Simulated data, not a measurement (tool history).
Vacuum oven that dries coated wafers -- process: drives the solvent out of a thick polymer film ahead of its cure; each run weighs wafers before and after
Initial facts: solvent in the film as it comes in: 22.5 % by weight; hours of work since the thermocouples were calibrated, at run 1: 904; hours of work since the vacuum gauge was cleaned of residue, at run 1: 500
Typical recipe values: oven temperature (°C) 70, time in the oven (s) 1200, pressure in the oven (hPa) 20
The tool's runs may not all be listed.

| run | day | oven temperature (°C) | time in the oven (s) | pressure in the oven (hPa) | hours of work since the thermocouples were calibrated | hours of work since the vacuum gauge was cleaned of residue | solvent left in the film (%) |
|---|---|---|---|---|---|---|---|
| 1 | 0 | 70 | 1200 | 20 | 904 | 500 | 1.99 |
| 2 | 1.017 | 70 | 1200 | 20 | 917 | 512 | 2.04 |
| 3 | 2.146 | 70 | 1200 | 20 | 931 | 527 | 2.07 |
| 4 | 2.825 | 59 | 1200 | 20 | 940 | 535 | 6.04 |
| 5 | 3.496 | 59 | 1200 | 20 | 948 | 544 | 6.06 |
|  | 3.962 | oven's thermocouples calibrated |
| 6 | 4.529 | 70 | 1200 | 20 | 7 | 556 | 2.54 |
| 7 | 6.033 | 70 | 1200 | 20 | 26 | 575 | 2.54 |
| 8 | 7.354 | 70 | 1680 | 20 | 43 | 591 | 1.43 |
| 9 | 8.554 | 69 | 1680 | 20 | 58 | 606 | 1.56 |
| 10 | 9.862 | 70 | 1200 | 20 | 74 | 623 | 2.4 |
| 11 | 11.125 | 70 | 1200 | 20 | 90 | 639 | 2.51 |
| 12 | 12.133 | 70 | 1200 | 20 | 103 | 651 | 2.54 |
| 13 | 13.233 | 70 | 1200 | 61.3 | 117 | 665 | 3.54 |
| 14 | 14.746 | 70 | 1200 | 61.3 | 136 | 684 | 3.54 |
| 15 | 15.762 | 70 | 840 | 61.3 | 148 | 697 | 5.2 |
| 16 | 16.625 | 70 | 840 | 61.3 | 159 | 708 | 5.17 |
| 17 | 17.708 | 75 | 1200 | 20 | 173 | 721 | 1.34 |
| 18 | 18.742 | 75 | 1200 | 20 | 186 | 734 | 1.27 |
| 19 | 19.958 | 70 | 1200 | 53.1 | 201 | 750 | 3.21 |
| 20 | 21.021 | 70 | 1320 | 20 | 215 | 763 | 2.14 |
| 21 | 21.862 | 70 | 1980 | 20 | 225 | 774 | 1.07 |
| 22 | 22.629 | 69 | 780 | 14.2 | 235 | 783 | 4.95 |
| 23 | 23.312 | 66 | 960 | 20.2 | 243 | 792 | 5.1 |
| 24 | 24.062 | 73 | 600 | 16.6 | 253 | 801 | 4.94 |
| 25 | 25.283 | 56 | 2040 | 20 | 268 | 817 | 4.87 |
| 26 | 26.871 | 56 | 2040 | 20 | 288 | 837 | 4.72 |
| 27 | 27.938 | 85 | 1200 | 20 | 302 | 850 | 0.38 |
| 28 | 29.529 | 85 | 1200 | 20 | 322 | 870 | 0.44 |
| 29 | 30.592 | 76 | 600 | 43.1 | 335 | 884 | 4.11 |
| 30 | 31.879 | 76 | 600 | 43.1 | 351 | 900 | 4.19 |
| 31 | 33.383 | 76 | 1200 | 31.6 | 370 | 919 | 1.4 |
| 32 | 34.712 | 76 | 1200 | 31.6 | 387 | 935 | 1.24 |
| 33 | 35.904 | 69 | 1680 | 22.7 | 402 | 950 | 1.51 |
| 34 | 36.758 | 70 | 840 | 63.9 | 413 | 961 | 4.95 |
| 35 | 37.446 | 70 | 1320 | 20 | 421 | 970 | 1.96 |
| 36 | 38.433 | 56 | 1920 | 19.8 | 434 | 982 | 5.02 |
| 37 | 39.946 | 56 | 1920 | 19.8 | 453 | 1001 | 5.12 |
| 38 | 41.229 | 58 | 1920 | 26.1 | 469 | 1017 | 4.36 |
| 39 | 41.888 | 56 | 1200 | 20 | 477 | 1026 | 7.77 |
| 40 | 43.346 | 78 | 840 | 20 | 496 | 1044 | 1.55 |

Hidden state or all else? Some run-to-run changes of solvent left in the film (%), split into what the settings, what came in and random variation would give without the hidden state, and what is left for the hidden state (with any gauge scatter that isn't in both results):
The tool's hidden condition here consists of: true wafer temperature over the reading, C; true pressure over the reading, kPa; drift of the gauge itself on solvent_pct, %.
Run 3 -> 4: oven temperature (°C) 70 -> 59. solvent left in the film (%) +3.97: hidden state -0.4, all else +4.37.
Run 5 -> 6: oven temperature (°C) 59 -> 70, oven's thermocouples calibrated. solvent left in the film (%) -3.52: hidden state +0.91, all else -4.43.
Run 26 -> 27: oven temperature (°C) 56 -> 85, time in the oven (s) 2040 -> 1200. solvent left in the film (%) -4.34: hidden state +0.3, all else -4.64.
Run 28 -> 29: oven temperature (°C) 85 -> 76, time in the oven (s) 1200 -> 600, pressure in the oven (hPa) 20 -> 43.1. solvent left in the film (%) +3.67: hidden state -0.33, all else +4.
Run 39 -> 40: oven temperature (°C) 56 -> 78, time in the oven (s) 1200 -> 840. solvent left in the film (%) -6.22: hidden state +0.27, all else -6.49.

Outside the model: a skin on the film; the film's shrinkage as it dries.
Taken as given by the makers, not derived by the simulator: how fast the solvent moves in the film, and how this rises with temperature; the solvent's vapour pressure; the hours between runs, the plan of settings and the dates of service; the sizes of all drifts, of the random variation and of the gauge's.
